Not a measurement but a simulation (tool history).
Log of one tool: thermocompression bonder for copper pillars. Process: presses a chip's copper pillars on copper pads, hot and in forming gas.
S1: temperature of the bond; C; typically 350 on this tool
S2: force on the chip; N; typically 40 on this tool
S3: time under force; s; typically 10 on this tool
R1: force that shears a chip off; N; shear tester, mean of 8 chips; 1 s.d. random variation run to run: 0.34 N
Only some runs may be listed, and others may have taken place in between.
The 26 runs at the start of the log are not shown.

run 27 hour=961.0 | S1=336 S2=37 S3=6 | R1=40.1
run 28 hour=991.5 | S1=336 S2=37 S3=6 | R1=39.5
run 29 hour=1018.7 | S1=350 S2=40 S3=27 | R1=82.2
run 30 hour=1040.7 | S1=342 S2=40 S3=10 | R1=55.4
run 31 hour=1064.0 | S1=342 S2=40 S3=10 | R1=54.5
run 32 hour=1084.3 | S1=342 S2=40 S3=10 | R1=54.7
-- hour=1116.3 heater calibrated with a thermocouple chip
run 33 hour=1125.9 | S1=324 S2=59 S3=6 | R1=45.3
run 34 hour=1157.8 | S1=324 S2=59 S3=6 | R1=45.0
run 35 hour=1196.6 | S1=321 S2=31 S3=10 | R1=29.2
-- hour=1227.4 forming gas filter changed
run 36 hour=1229.5 | S1=321 S2=45 S3=7 | R1=39.8
run 37 hour=1275.8 | S1=329 S2=27 S3=14 | R1=36.5
run 38 hour=1304.1 | S1=376 S2=35 S3=9 | R1=63.4
run 39 hour=1324.1 | S1=376 S2=35 S3=9 | R1=63.0

Below are 5 alternative next runs, each starting from the tool's condition after run 39. Predict each:
run A hour=1346.3 | S1=350 S2=59 S3=5 | R1=?
run B hour=1346.3 | S1=376 S2=35 S3=10 | R1=?
run C hour=1346.3 | S1=344 S2=27 S3=14 | R1=?
run D hour=1346.3 | S1=376 S2=49 S3=9 | R1=?
run E hour=1346.3 | S1=376 S2=35 S3=16 | R1=?

run=A R1=59.4
run=B R1=65.4
run=C R1=43.3
run=D R1=79.5
run=E R1=76.3
The same runs, with their run-to-run variation unchanged, on a tool lacking any hidden condition would have given:
run=A R1=61.9
run=B R1=68.3
run=C R1=45.2
run=D R1=82.7
run=E R1=79.5
